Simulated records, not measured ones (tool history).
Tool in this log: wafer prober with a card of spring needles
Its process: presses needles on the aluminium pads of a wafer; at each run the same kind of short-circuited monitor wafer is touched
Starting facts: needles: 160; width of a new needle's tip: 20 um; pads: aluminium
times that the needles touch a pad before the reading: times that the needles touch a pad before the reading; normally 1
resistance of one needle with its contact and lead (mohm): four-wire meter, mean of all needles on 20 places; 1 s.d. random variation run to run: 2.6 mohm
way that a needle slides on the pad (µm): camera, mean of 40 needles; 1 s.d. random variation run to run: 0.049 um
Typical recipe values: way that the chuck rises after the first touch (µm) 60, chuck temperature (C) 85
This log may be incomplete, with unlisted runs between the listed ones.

run	hour	way that the chuck rises after the first touch (µm)	chuck temperature (C)	times that the needles touch a pad before the reading	resistance of one needle with its contact and lead (mohm)	way that a needle slides on the pad (µm)
1	0	60	85	1	1027	14.98
# hour 7.8: tips cleaned on abrasive film
# hour 18.1: tips cleaned on abrasive film
# hour 31: tips cleaned on abrasive film
# hour 43.9: tips cleaned on abrasive film
# hour 56.8: tips cleaned on abrasive film
# hour 68.5: tips cleaned on abrasive film
2	68.5	60	85	1	348	14.94
# hour 81.4: tips cleaned on abrasive film
# hour 84.2: height of the first contact set anew
# hour 92: tips cleaned on abrasive film
# hour 104.9: tips cleaned on abrasive film
# hour 115.3: tips cleaned on abrasive film
# hour 125.6: tips cleaned on abrasive film
# hour 135.9: tips cleaned on abrasive film
3	138.8	60	85	1	816	15.43
# hour 146.6: tips cleaned on abrasive film
# hour 159.5: tips cleaned on abrasive film
# hour 169.8: tips cleaned on abrasive film
# hour 180.2: tips cleaned on abrasive film
# hour 190.5: tips cleaned on abrasive film
4	197	60	116	1	1093	15.24
# hour 202.2: tips cleaned on abrasive film
# hour 212.6: tips cleaned on abrasive film
# hour 222.9: tips cleaned on abrasive film
# hour 233.3: tips cleaned on abrasive film
5	236	60	85	1	777	15.29
# hour 243.8: tips cleaned on abrasive film
# hour 254.1: tips cleaned on abrasive film
# hour 267: tips cleaned on abrasive film
6	276.2	60	85	1	1349	15.12
# hour 278.9: tips cleaned on abrasive film
# hour 289.2: tips cleaned on abrasive film
# hour 299.6: tips cleaned on abrasive film
# hour 309.9: tips cleaned on abrasive film
# hour 320.3: tips cleaned on abrasive film
# hour 332.3: card fitted with new needles
# hour 342.6: tips cleaned on abrasive film
7	347.2	60	103	1	670	15.55
# hour 355: tips cleaned on abrasive film
# hour 365.4: tips cleaned on abrasive film
# hour 375.7: tips cleaned on abrasive film
# hour 386.1: tips cleaned on abrasive film
8	392.4	60	85	2	576	15.48
# hour 397.6: tips cleaned on abrasive film
# hour 410.5: tips cleaned on abrasive film
# hour 420.9: tips cleaned on abrasive film
# hour 433.8: tips cleaned on abrasive film
# hour 444.1: tips cleaned on abrasive film
# hour 454.5: tips cleaned on abrasive film
9	459.6	46	69	1	1087	11.69
# hour 467.3: tips cleaned on abrasive film
# hour 480.2: tips cleaned on abrasive film
# hour 493.2: tips cleaned on abrasive film
10	494	46	117	2	467	11.66
# hour 504.4: tips cleaned on abrasive film
# hour 514.7: tips cleaned on abrasive film
# hour 525: tips cleaned on abrasive film
# hour 535.4: tips cleaned on abrasive film
# hour 548.3: tips cleaned on abrasive film
# hour 559.6: tips cleaned on abrasive film
11	559.6	60	101	1	349	15.11
# hour 572.5: tips cleaned on abrasive film
# hour 582.9: tips cleaned on abrasive film
# hour 593.2: tips cleaned on abrasive film
# hour 603.5: tips cleaned on abrasive film
12	609	55	71	2	689	13.7
# hour 614.2: tips cleaned on abrasive film
# hour 624.6: tips cleaned on abrasive film
# hour 637.5: tips cleaned on abrasive film
13	641.9	72	46	2	495	18.04
# hour 649.7: tips cleaned on abrasive film
# hour 660: tips cleaned on abrasive film
# hour 670.3: tips cleaned on abrasive film
# hour 680.7: tips cleaned on abrasive film
# hour 691: tips cleaned on abrasive film
# hour 696.5: height of the first contact set anew
14	701.1	72	46	2	559	18.57
# hour 703.7: tips cleaned on abrasive film
# hour 714.1: tips cleaned on abrasive film
# hour 727: tips cleaned on abrasive film
# hour 737.3: tips cleaned on abrasive film
# hour 747.7: tips cleaned on abrasive film
15	753.4	72	46	2	518	18.51
# hour 758.6: tips cleaned on abrasive film
# hour 768.9: tips cleaned on abrasive film
# hour 779.3: tips cleaned on abrasive film
# hour 789.6: tips cleaned on abrasive film
# hour 800: tips cleaned on abrasive film
16	808.1	72	46	2	554	18.39

Each row is a separate what-if for the run after 16, all from the same tool condition, not one after another. Results?
# hour 810.7: tips cleaned on abrasive film
# hour 823.6: tips cleaned on abrasive film
# hour 834: tips cleaned on abrasive film
# hour 844.3: tips cleaned on abrasive film
# hour 854.7: tips cleaned on abrasive film
A	860	59	85	1	?	?
# hour 810.7: tips cleaned on abrasive film
# hour 823.6: tips cleaned on abrasive film
# hour 834: tips cleaned on abrasive film
# hour 844.3: tips cleaned on abrasive film
# hour 854.7: tips cleaned on abrasive film
B	860	49	85	1	?	?
# hour 810.7: tips cleaned on abrasive film
# hour 823.6: tips cleaned on abrasive film
# hour 834: tips cleaned on abrasive film
# hour 844.3: tips cleaned on abrasive film
# hour 854.7: tips cleaned on abrasive film
C	860	72	46	3	?	?
# hour 810.7: tips cleaned on abrasive film
# hour 823.6: tips cleaned on abrasive film
# hour 834: tips cleaned on abrasive film
# hour 844.3: tips cleaned on abrasive film
# hour 854.7: tips cleaned on abrasive film
D	860	56	46	2	?	?
# hour 810.7: tips cleaned on abrasive film
# hour 823.6: tips cleaned on abrasive film
# hour 834: tips cleaned on abrasive film
# hour 844.3: tips cleaned on abrasive film
# hour 854.7: tips cleaned on abrasive film
E	860	72	46	1	?	?

run	resistance of one needle with its contact and lead (mohm)	way that a needle slides on the pad (µm)
A	811	14.92
B	1050	12.28
C	414	18.33
D	651	14.15
E	649	18.33
Stripped of hidden state, with their random variation kept, the same runs would have yielded:
run	resistance of one needle with its contact and lead (mohm)	way that a needle slides on the pad (µm)
A	293	15.24
B	303	12.6
C	277	18.65
D	284	14.47
E	276	18.65
